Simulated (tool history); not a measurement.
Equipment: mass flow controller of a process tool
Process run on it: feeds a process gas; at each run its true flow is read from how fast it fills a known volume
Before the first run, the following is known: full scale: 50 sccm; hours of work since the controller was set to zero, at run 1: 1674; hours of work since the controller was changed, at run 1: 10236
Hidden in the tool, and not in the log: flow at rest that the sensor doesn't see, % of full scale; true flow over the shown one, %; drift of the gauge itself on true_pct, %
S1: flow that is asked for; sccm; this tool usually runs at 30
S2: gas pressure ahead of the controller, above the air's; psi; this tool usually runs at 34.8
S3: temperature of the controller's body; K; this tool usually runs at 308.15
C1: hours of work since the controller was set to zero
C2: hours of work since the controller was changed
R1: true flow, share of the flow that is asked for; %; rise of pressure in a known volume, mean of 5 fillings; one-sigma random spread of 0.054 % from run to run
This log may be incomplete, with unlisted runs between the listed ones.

{"run": 1, "hour": 0.0, "S1": 30, "S2": 34.8, "S3": 308.15, "C1": 1674, "C2": 10236, "R1": 98.46}
{"run": 2, "hour": 348.0, "S1": 30, "S2": 34.8, "S3": 308.15, "C1": 1940, "C2": 10503, "R1": 98.52}
{"run": 3, "hour": 674.5, "S1": 30, "S2": 34.8, "S3": 297.15, "C1": 2190, "C2": 10753, "R1": 99.54}
{"run": 4, "hour": 853.7, "S1": 30, "S2": 34.8, "S3": 308.15, "C1": 2328, "C2": 10890, "R1": 98.42}
{"run": 5, "hour": 1059.6, "S1": 30, "S2": 34.8, "S3": 294.15, "C1": 2485, "C2": 11048, "R1": 99.75}
{"run": 6, "hour": 1243.2, "S1": 30, "S2": 34.8, "S3": 308.15, "C1": 2626, "C2": 11189, "R1": 98.4}
{"run": 7, "hour": 1542.0, "S1": 30, "S2": 30.9, "S3": 308.15, "C1": 2855, "C2": 11418, "R1": 98.41}
{"run": 8, "hour": 1729.4, "S1": 30, "S2": 30.9, "S3": 308.15, "C1": 2998, "C2": 11561, "R1": 98.26}
{"run": 9, "hour": 1931.9, "S1": 9, "S2": 38.6, "S3": 302.15, "C1": 3154, "C2": 11716, "R1": 98.4}
{"run": 10, "hour": 2179.0, "S1": 9, "S2": 20.6, "S3": 293.15, "C1": 3343, "C2": 11906, "R1": 98.55}
{"run": 11, "hour": 2335.8, "S1": 30, "S2": 40.2, "S3": 297.15, "C1": 3463, "C2": 12026, "R1": 99.74}
{"run": 12, "hour": 2497.8, "S1": 15, "S2": 33.4, "S3": 298.15, "C1": 3587, "C2": 12150, "R1": 98.77}
{"run": 13, "hour": 2855.6, "S1": 15, "S2": 33.4, "S3": 298.15, "C1": 3861, "C2": 12424, "R1": 98.83}
{"hour": 3080.4, "done": "controller's zero set anew"}
{"run": 14, "hour": 3157.8, "S1": 20, "S2": 39.7, "S3": 308.15, "C1": 59, "C2": 12655, "R1": 98.25}

Forecast each of these 3 alternatives for the next run:
{"run": "A", "hour": 3431.5, "S1": 20, "S2": 24.7, "S3": 306.15, "C1": 269, "C2": 12865, "R1": "?"}
{"run": "B", "hour": 3431.5, "S1": 7, "S2": 34.8, "S3": 302.15, "C1": 269, "C2": 12865, "R1": "?"}
{"run": "C", "hour": 3431.5, "S1": 6, "S2": 39.7, "S3": 308.15, "C1": 269, "C2": 12865, "R1": "?"}

run=A R1=98
run=B R1=98.14
run=C R1=97.66
Stripped of hidden state, with their random variation kept, the same runs would have yielded:
run=A R1=98
run=B R1=98.15
run=C R1=97.66
